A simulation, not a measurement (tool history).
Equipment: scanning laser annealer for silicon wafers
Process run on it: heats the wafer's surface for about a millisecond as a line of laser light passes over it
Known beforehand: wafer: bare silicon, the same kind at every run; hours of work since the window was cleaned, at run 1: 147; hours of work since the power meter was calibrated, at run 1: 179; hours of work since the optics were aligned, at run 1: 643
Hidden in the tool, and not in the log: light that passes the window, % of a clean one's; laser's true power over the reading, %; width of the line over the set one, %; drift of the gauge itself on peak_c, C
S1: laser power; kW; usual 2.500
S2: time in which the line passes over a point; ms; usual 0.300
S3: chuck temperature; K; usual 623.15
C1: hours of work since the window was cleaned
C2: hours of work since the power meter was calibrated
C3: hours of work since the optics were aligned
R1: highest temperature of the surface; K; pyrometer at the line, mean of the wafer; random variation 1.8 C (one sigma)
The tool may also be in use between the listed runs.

{"run": 1, "hour": 0.0, "S1": 2.5, "S2": 0.3, "S3": 623.15, "C1": 147, "C2": 179, "C3": 643, "R1": 1313.15}
{"run": 2, "hour": 12.9, "S1": 2.5, "S2": 0.3, "S3": 623.15, "C1": 154, "C2": 186, "C3": 650, "R1": 1314.15}
{"run": 3, "hour": 31.8, "S1": 2.5, "S2": 0.3, "S3": 623.15, "C1": 164, "C2": 196, "C3": 660, "R1": 1315.15}
{"run": 4, "hour": 45.6, "S1": 2.5, "S2": 0.3, "S3": 623.15, "C1": 171, "C2": 204, "C3": 667, "R1": 1308.15}
{"run": 5, "hour": 67.8, "S1": 2.5, "S2": 0.3, "S3": 623.15, "C1": 183, "C2": 216, "C3": 679, "R1": 1311.15}
{"run": 6, "hour": 90.1, "S1": 2.5, "S2": 0.3, "S3": 623.15, "C1": 195, "C2": 228, "C3": 691, "R1": 1307.15}
{"run": 7, "hour": 111.8, "S1": 2.5, "S2": 0.3, "S3": 623.15, "C1": 206, "C2": 239, "C3": 703, "R1": 1311.15}
{"hour": 115.1, "done": "window over the wafer cleaned"}
{"run": 8, "hour": 132.8, "S1": 2.5, "S2": 0.3, "S3": 605.15, "C1": 9, "C2": 249, "C3": 713, "R1": 1288.15}
{"run": 9, "hour": 146.8, "S1": 2.5, "S2": 0.3, "S3": 627.15, "C1": 17, "C2": 257, "C3": 720, "R1": 1307.15}
{"run": 10, "hour": 176.0, "S1": 2.3, "S2": 0.361, "S3": 651.15, "C1": 32, "C2": 272, "C3": 736, "R1": 1315.15}
{"run": 11, "hour": 190.8, "S1": 2.3, "S2": 0.361, "S3": 651.15, "C1": 40, "C2": 280, "C3": 744, "R1": 1312.15}
{"run": 12, "hour": 208.4, "S1": 2.3, "S2": 0.361, "S3": 651.15, "C1": 50, "C2": 290, "C3": 753, "R1": 1317.15}
{"run": 13, "hour": 228.0, "S1": 2.3, "S2": 0.361, "S3": 651.15, "C1": 60, "C2": 300, "C3": 763, "R1": 1310.15}
{"hour": 248.0, "done": "window over the wafer cleaned, once more"}
{"run": 14, "hour": 257.4, "S1": 2.236, "S2": 0.373, "S3": 661.15, "C1": 5, "C2": 315, "C3": 778, "R1": 1323.15}
{"run": 15, "hour": 276.3, "S1": 2.585, "S2": 0.285, "S3": 623.15, "C1": 15, "C2": 325, "C3": 788, "R1": 1328.15}
{"run": 16, "hour": 294.8, "S1": 2.162, "S2": 0.3, "S3": 623.15, "C1": 25, "C2": 335, "C3": 798, "R1": 1194.15}

Describe how what the log doesn't record of the tool's condition differs between the last listed run preceding each entry between runs and the first listed run following it.
Between runs 7 and 8: window over the wafer cleaned (hour 115.1)
  light that passes the window, % of a clean one's: 98.68 -> 98.42; laser's true power over the reading, %: -0.28 -> -0.29; width of the line over the set one, %: 2.32 -> 2.35
  the result without the hidden state subtracted from the measured one, R1: -29.00 -> -31.00 K
Between runs 13 and 14: window over the wafer cleaned, once more (hour 248.0)
  light that passes the window, % of a clean one's: 98.21 -> 99.81; laser's true power over the reading, %: -0.33 -> -0.35; width of the line over the set one, %: 2.52 -> 2.56
  the result without the hidden state subtracted from the measured one, R1: -34.00 -> -20.00 K
